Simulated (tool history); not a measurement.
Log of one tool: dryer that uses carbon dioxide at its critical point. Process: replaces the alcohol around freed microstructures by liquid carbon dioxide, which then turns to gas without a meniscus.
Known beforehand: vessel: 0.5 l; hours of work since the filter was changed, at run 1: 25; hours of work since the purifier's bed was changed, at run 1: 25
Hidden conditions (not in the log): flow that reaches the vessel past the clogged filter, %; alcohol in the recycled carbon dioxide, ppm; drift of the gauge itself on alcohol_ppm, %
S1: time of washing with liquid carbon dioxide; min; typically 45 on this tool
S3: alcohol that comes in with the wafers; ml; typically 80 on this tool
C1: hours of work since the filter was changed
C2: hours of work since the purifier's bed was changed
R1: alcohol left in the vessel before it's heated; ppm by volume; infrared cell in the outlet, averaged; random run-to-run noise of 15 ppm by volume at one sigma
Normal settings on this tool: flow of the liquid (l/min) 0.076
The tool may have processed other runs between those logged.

run 1 hour=0 | S1=45 flow_of_the_liquid_(l/min)=0.076 S3=80 | C1=25 C2=25 | R1=1047
run 2 hour=39.8 | S1=45 flow_of_the_liquid_(l/min)=0.076 S3=80 | C1=55 C2=55 | R1=1153
run 3 hour=85.6 | S1=49 flow_of_the_liquid_(l/min)=0.076 S3=80 | C1=91 C2=91 | R1=801
run 4 hour=125.8 | S1=37 flow_of_the_liquid_(l/min)=0.076 S3=80 | C1=122 C2=122 | R1=3076
run 5 hour=188.6 | S1=37 flow_of_the_liquid_(l/min)=0.076 S3=80 | C1=170 C2=170 | R1=3368
-- hour=242.8 inlet filter changed
run 6 hour=245 | S1=45 flow_of_the_liquid_(l/min)=0.076 S3=80 | C1=2 C2=213 | R1=1102
run 7 hour=282.3 | S1=45 flow_of_the_liquid_(l/min)=0.076 S3=80 | C1=31 C2=242 | R1=1145
run 8 hour=319.5 | S1=45 flow_of_the_liquid_(l/min)=0.076 S3=114 | C1=59 C2=271 | R1=1642
run 9 hour=348.2 | S1=54 flow_of_the_liquid_(l/min)=0.076 S3=114 | C1=81 C2=293 | R1=720
run 10 hour=376.9 | S1=45 flow_of_the_liquid_(l/min)=0.076 S3=80 | C1=104 C2=315 | R1=1305
run 11 hour=422 | S1=45 flow_of_the_liquid_(l/min)=0.076 S3=80 | C1=138 C2=350 | R1=1392
run 12 hour=477.2 | S1=45 flow_of_the_liquid_(l/min)=0.076 S3=80 | C1=181 C2=393 | R1=1563
-- hour=518.5 inlet filter changed
run 13 hour=536.8 | S1=45 flow_of_the_liquid_(l/min)=0.076 S3=80 | C1=14 C2=438 | R1=1211
run 14 hour=592 | S1=43 flow_of_the_liquid_(l/min)=0.076 S3=80 | C1=57 C2=481 | R1=1604
run 15 hour=655.3 | S1=43 flow_of_the_liquid_(l/min)=0.076 S3=80 | C1=106 C2=530 | R1=1761
run 16 hour=704.8 | S1=43 flow_of_the_liquid_(l/min)=0.076 S3=80 | C1=144 C2=568 | R1=1899
-- hour=721 purifier's bed changed
run 17 hour=770.5 | S1=43 flow_of_the_liquid_(l/min)=0.076 S3=80 | C1=193 C2=38 | R1=1783
-- hour=793.8 inlet filter changed
run 18 hour=835 | S1=45 flow_of_the_liquid_(l/min)=0.076 S3=80 | C1=32 C2=87 | R1=1082
run 19 hour=897.5 | S1=45 flow_of_the_liquid_(l/min)=0.076 S3=38 | C1=80 C2=136 | R1=610
run 20 hour=937.2 | S1=45 flow_of_the_liquid_(l/min)=0.076 S3=80 | C1=111 C2=166 | R1=1291
run 21 hour=986.9 | S1=33 flow_of_the_liquid_(l/min)=0.1055 S3=32 | C1=149 C2=205 | R1=608
run 22 hour=1047.3 | S1=28 flow_of_the_liquid_(l/min)=0.0598 S3=50 | C1=196 C2=252 | R1=9943
-- hour=1069.5 inlet filter changed
run 23 hour=1092.9 | S1=28 flow_of_the_liquid_(l/min)=0.0598 S3=50 | C1=18 C2=286 | R1=8081
run 24 hour=1145.1 | S1=28 flow_of_the_liquid_(l/min)=0.0598 S3=50 | C1=58 C2=326 | R1=8486

Run 25 has not been measured yet. What should we expect?
run 25 hour=1207.2 | S1=45 flow_of_the_liquid_(l/min)=0.0878 S3=35 | C1=106 C2=374 | R1=?

{"run 25": {"R1": 412}}
Without the tool's hidden state the same run would have given R1 201 ppm by volume.
